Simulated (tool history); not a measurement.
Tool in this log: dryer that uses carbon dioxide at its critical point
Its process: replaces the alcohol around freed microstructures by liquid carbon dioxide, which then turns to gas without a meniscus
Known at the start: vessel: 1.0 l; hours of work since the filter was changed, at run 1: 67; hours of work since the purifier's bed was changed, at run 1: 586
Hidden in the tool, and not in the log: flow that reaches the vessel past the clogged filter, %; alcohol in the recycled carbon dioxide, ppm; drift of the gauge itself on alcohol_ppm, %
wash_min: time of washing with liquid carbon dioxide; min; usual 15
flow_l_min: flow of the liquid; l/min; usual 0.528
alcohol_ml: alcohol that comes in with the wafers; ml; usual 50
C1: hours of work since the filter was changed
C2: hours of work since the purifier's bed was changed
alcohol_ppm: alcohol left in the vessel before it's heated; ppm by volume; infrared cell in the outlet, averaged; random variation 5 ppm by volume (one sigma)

Run 1, hour 0: usual settings; C1 67; C2 586. Result: alcohol_ppm 247 ppm by volume.
Run 2, hour 25.8: usual settings but flow_l_min 0.772 l/min; C1 77; C2 596. Result: alcohol_ppm 215 ppm by volume.
Run 3, hour 49.5: usual settings but flow_l_min 0.772 l/min; C1 86; C2 605. Result: alcohol_ppm 214 ppm by volume.
At hour 61.5: purifier's bed changed.
Run 4, hour 78.9: usual settings but flow_l_min 0.772 l/min; C1 96; C2 7. Result: alcohol_ppm 11 ppm by volume.
Run 5, hour 110.3: usual settings but flow_l_min 0.772 l/min; C1 108; C2 19. Result: alcohol_ppm 18 ppm by volume.
Run 6, hour 146: usual settings but flow_l_min 0.763 l/min; C1 121; C2 32. Result: alcohol_ppm 24 ppm by volume.
Run 7, hour 193.9: usual settings; C1 139; C2 50. Result: alcohol_ppm 64 ppm by volume.
Run 8, hour 241.2: usual settings but flow_l_min 0.606 l/min; C1 157; C2 68. Result: alcohol_ppm 47 ppm by volume.
Run 9, hour 284.9: usual settings but flow_l_min 0.606 l/min; C1 174; C2 85. Result: alcohol_ppm 47 ppm by volume.
Run 10, hour 325.6: usual settings but flow_l_min 0.606 l/min; C1 189; C2 100. Result: alcohol_ppm 53 ppm by volume.
Run 11, hour 370: usual settings but flow_l_min 0.574 l/min; C1 206; C2 117. Result: alcohol_ppm 63 ppm by volume.
Run 12, hour 413.6: usual settings; C1 223; C2 134. Result: alcohol_ppm 97 ppm by volume.
Run 13, hour 436.4: usual settings but flow_l_min 0.462 l/min; C1 231; C2 142. Result: alcohol_ppm 166 ppm by volume.
Run 14, hour 462.7: usual settings but flow_l_min 0.462 l/min; C1 241; C2 152. Result: alcohol_ppm 173 ppm by volume.
Run 15, hour 511.3: usual settings; C1 260; C2 171. Result: alcohol_ppm 116 ppm by volume.
Run 16, hour 533.7: usual settings; C1 268; C2 179. Result: alcohol_ppm 121 ppm by volume.
Run 17, hour 563.6: usual settings; C1 280; C2 191. Result: alcohol_ppm 132 ppm by volume.
Run 18, hour 607.6: usual settings; C1 296; C2 207. Result: alcohol_ppm 130 ppm by volume.
Run 19, hour 646.3: usual settings but flow_l_min 0.416 l/min; C1 311; C2 222. Result: alcohol_ppm 307 ppm by volume.
Run 20, hour 668.5: usual settings but flow_l_min 0.416 l/min, alcohol_ml 79 ml; C1 320; C2 231. Result: alcohol_ppm 456 ppm by volume.
Run 21, hour 689.7: usual settings but flow_l_min 0.416 l/min, alcohol_ml 79 ml; C1 328; C2 239. Result: alcohol_ppm 459 ppm by volume.
Run 22, hour 737.7: usual settings but flow_l_min 0.416 l/min, alcohol_ml 79 ml; C1 346; C2 257. Result: alcohol_ppm 466 ppm by volume.
Run 23, hour 783.1: usual settings but wash_min 14 min, flow_l_min 0.455 l/min, alcohol_ml 22 ml; C1 363; C2 274. Result: alcohol_ppm 196 ppm by volume.
At hour 807.4: inlet filter changed.
Run 24, hour 833: usual settings but wash_min 14 min, flow_l_min 0.455 l/min, alcohol_ml 22 ml; C1 10; C2 293. Result: alcohol_ppm 160 ppm by volume.
Run 25, hour 867.4: usual settings but wash_min 14 min, flow_l_min 0.455 l/min, alcohol_ml 22 ml; C1 23; C2 306. Result: alcohol_ppm 158 ppm by volume.
Run 26, hour 890.1: usual settings but wash_min 14 min, flow_l_min 0.455 l/min, alcohol_ml 22 ml; C1 31; C2 314. Result: alcohol_ppm 174 ppm by volume.
Run 27, hour 932.9: usual settings but wash_min 11 min, flow_l_min 0.761 l/min, alcohol_ml 33 ml; C1 48; C2 331. Result: alcohol_ppm 132 ppm by volume.
Run 28, hour 963.9: usual settings but wash_min 11 min, flow_l_min 0.761 l/min, alcohol_ml 33 ml; C1 59; C2 342. Result: alcohol_ppm 138 ppm by volume.
Run 29, hour 999.8: usual settings but wash_min 10 min, flow_l_min 0.761 l/min, alcohol_ml 33 ml; C1 73; C2 356. Result: alcohol_ppm 162 ppm by volume.
Run 30, hour 1027.2: usual settings but wash_min 10 min, flow_l_min 0.465 l/min, alcohol_ml 51 ml; C1 83; C2 366. Result: alcohol_ppm 809 ppm by volume.
Run 31, hour 1053.2: usual settings but alcohol_ml 70 ml; C1 93; C2 376. Result: alcohol_ppm 192 ppm by volume.
Run 32, hour 1074.8: usual settings but alcohol_ml 70 ml; C1 102; C2 385. Result: alcohol_ppm 182 ppm by volume.
Run 33, hour 1101.8: usual settings but alcohol_ml 70 ml; C1 112; C2 395. Result: alcohol_ppm 191 ppm by volume.
Run 34, hour 1135.5: usual settings but flow_l_min 0.607 l/min, alcohol_ml 70 ml; C1 125; C2 408. Result: alcohol_ppm 152 ppm by volume.
Run 35, hour 1178.7: usual settings but wash_min 18 min, flow_l_min 0.664 l/min, alcohol_ml 91 ml; C1 141; C2 424. Result: alcohol_ppm 149 ppm by volume.
Run 36, hour 1215.7: usual settings but wash_min 18 min, flow_l_min 0.664 l/min, alcohol_ml 91 ml; C1 155; C2 438. Result: alcohol_ppm 149 ppm by volume.

Pick out some run-to-run changes in alcohol_ppm. Of each, how much would a tool without hidden state show as well, from the settings, what came in and chance, and how much is left for the hidden state and any gauge scatter not in both results compared?
Run 3 -> 4: purifier's bed changed. alcohol_ppm -203 ppm by volume: hidden state -209, all else +6.
Run 22 -> 23: wash_min 15 -> 14, flow_l_min 0.416 -> 0.455, alcohol_ml 79 -> 22. alcohol_ppm -270 ppm by volume: hidden state -119, all else -151.
Run 29 -> 30: flow_l_min 0.761 -> 0.465, alcohol_ml 33 -> 51. alcohol_ppm +647 ppm by volume: hidden state +85, all else +562.
Run 30 -> 31: wash_min 10 -> 15, flow_l_min 0.465 -> 0.528, alcohol_ml 51 -> 70. alcohol_ppm -617 ppm by volume: hidden state -72, all else -545.
